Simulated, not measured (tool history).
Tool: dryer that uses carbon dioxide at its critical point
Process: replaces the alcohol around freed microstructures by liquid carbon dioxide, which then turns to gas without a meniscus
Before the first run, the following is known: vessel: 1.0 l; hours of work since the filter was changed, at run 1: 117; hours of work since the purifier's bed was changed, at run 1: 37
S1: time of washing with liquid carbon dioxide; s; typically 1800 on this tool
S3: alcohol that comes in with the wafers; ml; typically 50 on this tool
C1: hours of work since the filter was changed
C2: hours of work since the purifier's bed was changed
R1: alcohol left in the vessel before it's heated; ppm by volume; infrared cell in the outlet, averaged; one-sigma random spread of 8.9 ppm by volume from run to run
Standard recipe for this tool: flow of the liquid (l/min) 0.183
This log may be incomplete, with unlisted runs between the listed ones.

Run 1, day 0: usual settings; C1 117; C2 37. Result: R1 550 ppm by volume.
Run 2, day 0.721: usual settings; C1 125; C2 45. Result: R1 557 ppm by volume.
Run 3, day 1.221: usual settings; C1 131; C2 51. Result: R1 546 ppm by volume.
Run 4, day 1.954: usual settings; C1 139; C2 59. Result: R1 590 ppm by volume.
Run 5, day 2.762: usual settings but S3 43 ml; C1 148; C2 68. Result: R1 492 ppm by volume.
Run 6, day 3.438: usual settings but S3 43 ml; C1 156; C2 75. Result: R1 499 ppm by volume.
Run 7, day 4.079: usual settings but S3 43 ml; C1 163; C2 83. Result: R1 498 ppm by volume.
Run 8, day 5.012: usual settings but S3 40 ml; C1 173; C2 93. Result: R1 462 ppm by volume.
Run 9, day 5.858: usual settings but S3 40 ml; C1 183; C2 102. Result: R1 472 ppm by volume.
Run 10, day 6.833: usual settings but S1 1740 s; C1 194; C2 113. Result: R1 684 ppm by volume.
Run 11, day 7.683: usual settings but S1 1740 s; C1 203; C2 123. Result: R1 717 ppm by volume.
Run 12, day 8.171: usual settings but S1 1980 s; C1 209; C2 128. Result: R1 389 ppm by volume.
Run 13, day 9.196: usual settings; C1 220; C2 140. Result: R1 596 ppm by volume.
Run 14, day 10.158: usual settings; C1 231; C2 150. Result: R1 627 ppm by volume.
Run 15, day 10.708: usual settings; C1 237; C2 157. Result: R1 626 ppm by volume.
Run 16, day 11.662: usual settings; C1 248; C2 167. Result: R1 631 ppm by volume.
Run 17, day 12.667: usual settings; C1 259; C2 178. Result: R1 643 ppm by volume.
Run 18, day 13.692: usual settings but S3 36 ml; C1 270; C2 190. Result: R1 472 ppm by volume.
Run 19, day 14.667: usual settings but flow of the liquid (l/min) 0.14; C1 281; C2 201. Result: R1 1801 ppm by volume.
Run 20, day 15.525: usual settings but flow of the liquid (l/min) 0.14; C1 291; C2 210. Result: R1 1826 ppm by volume.
Run 21, day 15.983: usual settings; C1 296; C2 215. Result: R1 662 ppm by volume.
Run 22, day 16.975: usual settings but S3 45 ml; C1 307; C2 227. Result: R1 601 ppm by volume.
Run 23, day 17.517: usual settings but S1 1680 s, flow of the liquid (l/min) 0.15, S3 25 ml; C1 313; C2 233. Result: R1 935 ppm by volume.
Run 24, day 18.579: usual settings but flow of the liquid (l/min) 0.148, S3 25 ml; C1 325; C2 244. Result: R1 798 ppm by volume.
Run 25, day 19.033: usual settings but flow of the liquid (l/min) 0.148, S3 25 ml; C1 330; C2 250. Result: R1 807 ppm by volume.
Run 26, day 19.967: usual settings but S1 2820 s, flow of the liquid (l/min) 0.119; C1 340; C2 260. Result: R1 676 ppm by volume.
Run 27, day 20.871: usual settings but S1 1200 s, flow of the liquid (l/min) 0.182, S3 23 ml; C1 350; C2 270. Result: R1 1346 ppm by volume.
Run 28, day 21.738: usual settings but S3 30 ml; C1 360; C2 280. Result: R1 453 ppm by volume.
Run 29, day 22.633: usual settings but S1 2640 s, S3 77 ml; C1 370; C2 290. Result: R1 190 ppm by volume.
Run 30, day 23.067: usual settings but S1 1740 s, flow of the liquid (l/min) 0.169, S3 99 ml; C1 375; C2 295. Result: R1 2167 ppm by volume.
Run 31, day 23.738: usual settings but S1 1260 s, flow of the liquid (l/min) 0.298, S3 60 ml; C1 383; C2 302. Result: R1 450 ppm by volume.
Run 32, day 24.621: usual settings but S1 1740 s, flow of the liquid (l/min) 0.208, S3 111 ml; C1 392; C2 312. Result: R1 1005 ppm by volume.
Run 33, day 25.396: usual settings but S1 1740 s, flow of the liquid (l/min) 0.208, S3 111 ml; C1 401; C2 321. Result: R1 999 ppm by volume.
Run 34, day 25.992: usual settings but S1 1740 s, flow of the liquid (l/min) 0.208, S3 111 ml; C1 408; C2 327. Result: R1 995 ppm by volume.
Run 35, day 26.596: usual settings but flow of the liquid (l/min) 0.27; C1 414; C2 334. Result: R1 155 ppm by volume.
Run 36, day 27.312: usual settings but S1 1500 s, S3 46 ml; C1 422; C2 342. Result: R1 1353 ppm by volume.
Run 37, day 28.362: usual settings but S1 1500 s, flow of the liquid (l/min) 0.16, S3 87 ml; C1 434; C2 354. Result: R1 3861 ppm by volume.
Run 38, day 29.104: usual settings but S1 1500 s, flow of the liquid (l/min) 0.16, S3 87 ml; C1 442; C2 362. Result: R1 4014 ppm by volume.
Run 39, day 29.996: usual settings but S1 1500 s, flow of the liquid (l/min) 0.16, S3 87 ml; C1 452; C2 372. Result: R1 3842 ppm by volume.
Run 40, day 30.658: usual settings but S1 2160 s, flow of the liquid (l/min) 0.16, S3 30 ml; C1 460; C2 379. Result: R1 430 ppm by volume.
Run 41, day 31.521: usual settings but S1 2160 s, flow of the liquid (l/min) 0.199, S3 77 ml; C1 469; C2 389. Result: R1 381 ppm by volume.

Hidden state or all else? Some run-to-run changes of R1, split into what the settings, what came in and random variation would give without the hidden state, and what is left for the hidden state (with any gauge scatter that isn't in both results):
The hidden state here: flow that reaches the vessel past the clogged filter, %; alcohol in the recycled carbon dioxide, ppm; drift of the gauge itself on alcohol_ppm, %.
Run 29 -> 30: S1 2640 -> 1740, flow of the liquid (l/min) 0.183 -> 0.169, S3 77 -> 99. R1 +1977 ppm by volume: hidden state +416, all else +1561.
Run 36 -> 37: flow of the liquid (l/min) 0.183 -> 0.16, S3 46 -> 87. R1 +2508 ppm by volume: hidden state +484, all else +2024.
Run 39 -> 40: S1 1500 -> 2160, S3 87 -> 30. R1 -3412 ppm by volume: hidden state -687, all else -2725.

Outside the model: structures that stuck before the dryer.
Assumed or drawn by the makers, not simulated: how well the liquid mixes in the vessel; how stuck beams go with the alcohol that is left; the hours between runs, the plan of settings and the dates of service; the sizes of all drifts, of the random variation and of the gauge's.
